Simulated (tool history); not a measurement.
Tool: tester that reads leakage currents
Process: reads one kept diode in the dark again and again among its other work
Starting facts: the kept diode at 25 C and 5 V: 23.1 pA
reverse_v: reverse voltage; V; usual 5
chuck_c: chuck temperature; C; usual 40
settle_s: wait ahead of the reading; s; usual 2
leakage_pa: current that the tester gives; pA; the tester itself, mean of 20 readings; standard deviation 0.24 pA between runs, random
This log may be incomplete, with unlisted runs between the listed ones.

Run 1, hour 0: usual settings. Result: leakage_pa 76.11 pA.
Run 2, hour 102.2: usual settings. Result: leakage_pa 75.69 pA.
Run 3, hour 205.4: usual settings but reverse_v 1.15 V. Result: leakage_pa 42.65 pA.
Run 4, hour 314.4: usual settings but reverse_v 1.15 V. Result: leakage_pa 42.38 pA.
Run 5, hour 504.9: usual settings but reverse_v 1.15 V. Result: leakage_pa 42.13 pA.
Run 6, hour 625: usual settings but reverse_v 6.27 V. Result: leakage_pa 82.85 pA.
Run 7, hour 798.7: usual settings but reverse_v 6.27 V. Result: leakage_pa 90.89 pA.
Run 8, hour 916: usual settings but reverse_v 6.27 V. Result: leakage_pa 90.73 pA.
Run 9, hour 1048.3: usual settings. Result: leakage_pa 82.66 pA.
Run 10, hour 1226.8: usual settings. Result: leakage_pa 82.38 pA.
Run 11, hour 1409.7: usual settings but reverse_v 4.17 V. Result: leakage_pa 70.53 pA.
Run 12, hour 1574.1: usual settings but chuck_c 24 C. Result: leakage_pa 20.83 pA.
Run 13, hour 1755.6: usual settings but reverse_v 8.83 V. Result: leakage_pa 92.53 pA.
Run 14, hour 1927.6: usual settings but chuck_c 47 C. Result: leakage_pa 126.56 pA.
Run 15, hour 2076.4: usual settings but chuck_c 47 C. Result: leakage_pa 125.43 pA.
Run 16, hour 2204.6: usual settings but chuck_c 47 C. Result: leakage_pa 125.47 pA.
Run 17, hour 2388: usual settings but chuck_c 47 C. Result: leakage_pa 125.02 pA.
Run 18, hour 2556.7: usual settings but chuck_c 47 C. Result: leakage_pa 124.37 pA.
Run 19, hour 2747: usual settings. Result: leakage_pa 75.51 pA.
Run 20, hour 2858.6: usual settings. Result: leakage_pa 75.59 pA.
Run 21, hour 3007.2: usual settings but reverse_v 2.55 V, settle_s 8.69 s. Result: leakage_pa 57.51 pA.
Run 22, hour 3107.5: usual settings but reverse_v 6.54 V. Result: leakage_pa 83.83 pA.
Run 23, hour 3284.4: usual settings but reverse_v 17.39 V, chuck_c 50 C, settle_s 0.58 s. Result: leakage_pa 255.85 pA.
Run 24, hour 3402.5: usual settings but reverse_v 7.9 V. Result: leakage_pa 89.68 pA.
Run 25, hour 3504.7: usual settings but reverse_v 9.17 V, chuck_c 58 C, settle_s 0.43 s. Result: leakage_pa 344.12 pA.
Run 26, hour 3612.4: usual settings but reverse_v 3.73 V, chuck_c 28 C. Result: leakage_pa 27.14 pA.
Run 27, hour 3738.9: usual settings but reverse_v 3.73 V, chuck_c 28 C. Result: leakage_pa 29.92 pA.
Run 28, hour 3925.1: usual settings but reverse_v 3.73 V, chuck_c 28 C. Result: leakage_pa 30.39 pA.
Run 29, hour 4096.7: usual settings but reverse_v 3.73 V, chuck_c 30 C, settle_s 5.08 s. Result: leakage_pa 34.86 pA.
Run 30, hour 4277.8: usual settings but chuck_c 22 C. Result: leakage_pa 22.79 pA.
Run 31, hour 4404.6: usual settings but reverse_v 1.2 V, chuck_c 38 C. Result: leakage_pa 40.16 pA.
Run 32, hour 4573.7: usual settings but reverse_v 8.9 V, chuck_c 38 C. Result: leakage_pa 90.1 pA.
Run 33, hour 4735.7: usual settings but reverse_v 8.9 V, chuck_c 38 C. Result: leakage_pa 90.86 pA.
Run 34, hour 4868.8: usual settings but reverse_v 4.5 V, settle_s 4.72 s. Result: leakage_pa 78.03 pA.
Run 35, hour 4962.2: usual settings but reverse_v 9.72 V, chuck_c 47 C, settle_s 2.42 s. Result: leakage_pa 173.25 pA.
Run 36, hour 5107.8: usual settings but reverse_v 2.48 V, chuck_c 29 C, settle_s 9.95 s. Result: leakage_pa 26.82 pA.
Run 37, hour 5298.9: usual settings but reverse_v 2.48 V, chuck_c 29 C, settle_s 9.95 s. Result: leakage_pa 26.92 pA.
Run 38, hour 5489.5: usual settings but reverse_v 2.48 V, chuck_c 29 C, settle_s 9.95 s. Result: leakage_pa 26.77 pA.

Withheld: 4 entries from between the runs. Position of each, and hidden state at the listed run before versus the listed run after:
Runs 6 to 7: chuck's temperature calibrated (hour 655)
  stray current of the dirty probe card, pA a volt: 1.162 -> 1.222; current scale over the true one, %: -1.72 -> -1.78; true chuck temperature over the reading, C: -1.35 -> -0.04
  difference, measured minus the result without the unlogged condition, leakage_pa: -2.73 -> +5.59 pA
Runs 10 to 11: probe card cleaned and baked (hour 1409.7)
  stray current of the dirty probe card, pA a volt: 1.364 -> 0.02; current scale over the true one, %: -1.92 -> -1.98; true chuck temperature over the reading, C: -0.24 -> -0.31
  difference, measured minus the result without the unlogged condition, leakage_pa: +3.69 -> -3.16 pA
Runs 18 to 19: tester calibrated (hour 2629.9)
  stray current of the dirty probe card, pA a volt: 0.408 -> 0.472; current scale over the true one, %: -2.35 -> -0.12; true chuck temperature over the reading, C: -0.82 -> -0.9
  difference, measured minus the result without the unlogged condition, leakage_pa: -8.89 -> -3.1 pA
Runs 26 to 27: chuck's temperature calibrated (hour 3692)
  stray current of the dirty probe card, pA a volt: 0.764 -> 0.812; current scale over the true one, %: -0.41 -> -0.45; true chuck temperature over the reading, C: -1.28 -> 0.05
  difference, measured minus the result without the unlogged condition, leakage_pa: -0.07 -> +2.91 pA
